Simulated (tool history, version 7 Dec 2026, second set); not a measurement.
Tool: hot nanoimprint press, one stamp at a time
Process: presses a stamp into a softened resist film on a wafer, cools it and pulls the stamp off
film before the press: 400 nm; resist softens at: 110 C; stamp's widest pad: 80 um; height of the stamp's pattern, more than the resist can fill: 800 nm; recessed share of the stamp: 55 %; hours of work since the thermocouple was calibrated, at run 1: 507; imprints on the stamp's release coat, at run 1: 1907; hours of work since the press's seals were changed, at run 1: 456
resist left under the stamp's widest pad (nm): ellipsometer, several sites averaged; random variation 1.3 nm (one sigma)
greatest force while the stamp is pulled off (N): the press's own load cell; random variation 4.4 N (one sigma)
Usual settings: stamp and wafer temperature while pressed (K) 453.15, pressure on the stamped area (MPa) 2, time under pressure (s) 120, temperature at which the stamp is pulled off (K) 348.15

run,day,stamp and wafer temperature while pressed (K),pressure on the stamped area (MPa),time under pressure (s),temperature at which the stamp is pulled off (K),hours of work since the thermocouple was calibrated,imprints on the stamp's release coat,hours of work since the press's seals were changed,resist left under the stamp's widest pad (nm),greatest force while the stamp is pulled off (N)
1,0,453.15,2,120,348.15,507,1907,456,215.8,307
2,0.65,453.15,2,120,348.15,516,1940,464,218,314
3,2.075,453.15,2,120,348.15,535,2013,483,216.2,316
# day 2.683: plate thermocouple calibrated
4,2.808,453.15,2,120,348.15,2,2045,491,208.6,316
5,4.121,453.15,2,120,348.15,19,2112,509,207,323
# day 4.708: stamp cleaned and given a new release coat
6,5.233,459.15,2,120,348.15,30,27,520,156.7,224
7,6.458,459.15,2,120,348.15,47,90,536,158.5,223
8,7.179,453.15,2.18,120,348.15,56,127,546,201.4,227
9,7.821,453.15,2,120,337.15,65,160,554,209.5,232
10,8.629,453.15,2,120,337.15,75,202,565,210.5,240
11,9.554,453.15,2,120,337.15,87,249,577,210.1,251
12,10.862,453.15,2,120,339.15,105,317,594,213.4,245
13,11.496,453.15,2,120,339.15,113,349,603,208.5,240
14,12.404,462.15,2,120,339.15,125,396,615,138.9,247
15,13.742,453.15,2,120,348.15,143,465,632,209.5,238
16,14.475,453.15,2.13,120,347.15,152,503,642,208.6,238
17,15.762,453.15,2.13,120,355.15,169,569,659,205.7,218
18,17,453.15,2,92,348.15,186,632,675,231.9,247
19,17.667,453.15,2,92,348.15,194,667,684,234.2,247
20,18.45,450.15,2,92,348.15,205,707,694,263.6,247
21,19.729,450.15,1.71,92,356.15,222,773,711,274.4,248
22,20.312,453.15,2,145,348.15,229,803,719,199.5,250
23,21.038,451.15,2.16,191,351.15,239,840,729,193.5,247
24,22.3,453.15,1.7,117,348.15,256,905,745,231.5,255
25,23.667,460.15,1.95,223,339.15,274,975,763,121.2,281
26,24.654,447.15,2.55,113,348.15,287,1026,776,261.4,263
27,25.288,455.15,2.92,65,348.15,295,1058,785,216.1,273
28,26.133,460.15,2,118,337.15,306,1102,796,159.6,297

Run 29 comes next. What will it give?
29,27.15,457.15,2.55,142,349.15,320,1154,809,?,?

Run 29 gave resist left under the stamp's widest pad (nm) 154.8, greatest force while the stamp is pulled off (N) 261.
Without the tool's hidden state the same run would have given resist left under the stamp's widest pad (nm) 140.5, greatest force while the stamp is pulled off (N) 209.
